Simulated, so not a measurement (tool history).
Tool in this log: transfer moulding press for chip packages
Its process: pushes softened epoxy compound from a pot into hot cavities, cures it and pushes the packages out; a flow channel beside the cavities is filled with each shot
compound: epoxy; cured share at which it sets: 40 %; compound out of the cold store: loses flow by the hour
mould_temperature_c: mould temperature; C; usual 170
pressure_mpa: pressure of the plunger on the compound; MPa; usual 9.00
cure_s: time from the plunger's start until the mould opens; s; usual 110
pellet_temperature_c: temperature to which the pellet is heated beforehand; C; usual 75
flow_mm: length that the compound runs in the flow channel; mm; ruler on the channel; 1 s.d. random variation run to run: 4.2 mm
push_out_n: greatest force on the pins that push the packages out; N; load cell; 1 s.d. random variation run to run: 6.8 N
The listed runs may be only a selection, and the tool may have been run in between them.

run	hour	mould_temperature_c	pressure_mpa	cure_s	pellet_temperature_c	incoming compound's hours out of the cold store	flow_mm	push_out_n
1	0.0	170	9.00	110	75	25.3	771	418
# hour 19.3: plunger's sealing rings changed
# hour 93.4: cavities cleaned with cleaning compound and waxed
2	94.0	172	9.00	110	75	14.9	864	283
3	132.0	170	9.00	110	75	32.9	802	403
4	177.5	170	9.00	110	75	25.8	818	486
5	214.6	170	9.00	110	75	9.1	886	531
# hour 223.4: cavities cleaned with cleaning compound and waxed
6	269.0	170	9.00	110	75	29.9	795	443
7	320.4	170	9.00	110	75	14.3	852	525
# hour 354.4: cavities cleaned with cleaning compound and waxed
8	360.1	170	9.00	110	75	39.6	764	306
9	397.4	170	9.00	110	75	23.1	810	455
10	441.1	170	9.00	110	75	21.2	820	512
# hour 489.1: cavities cleaned with cleaning compound and waxed
11	501.8	173	9.43	108	72	40.6	741	323
12	593.1	173	9.43	108	72	35.1	761	493
# hour 622.4: cavities cleaned with cleaning compound and waxed
13	650.6	173	9.43	108	72	47.7	712	358
# hour 681.2: plunger's sealing rings changed
14	718.1	169	10.70	116	75	39.6	857	498
# hour 727.0: mould's thermocouples calibrated
# hour 758.8: cavities cleaned with cleaning compound and waxed
15	794.3	167	7.28	110	75	30.0	738	491
16	837.8	170	9.28	130	75	36.2	792	454
# hour 892.1: cavities cleaned with cleaning compound and waxed
17	907.0	170	9.28	130	75	19.2	861	320
18	997.7	164	8.38	104	84	8.9	869	866
# hour 1027.5: mould's thermocouples calibrated, once more
# hour 1029.0: cavities cleaned with cleaning compound and waxed
19	1084.0	170	7.78	106	80	45.8	671	451
# hour 1158.0: cavities cleaned with cleaning compound and waxed
20	1175.6	170	9.80	110	75	32.8	794	357

Below are 5 alternative next runs, each starting from the tool's condition after run 20. Predict each:
A	1226.4	166	8.05	110	69	17.6	?	?
B	1226.4	173	7.06	127	75	15.8	?	?
C	1226.4	168	8.78	94	75	28.2	?	?
D	1226.4	168	9.00	110	75	26.0	?	?
E	1226.4	170	9.28	139	75	13.1	?	?

run	flow_mm	push_out_n
A	774	561
B	717	432
C	774	616
D	785	500
E	834	427
Without the tool's hidden state the same runs would have given:
run	flow_mm	push_out_n
A	823	338
B	763	261
C	823	372
D	835	301
E	887	253
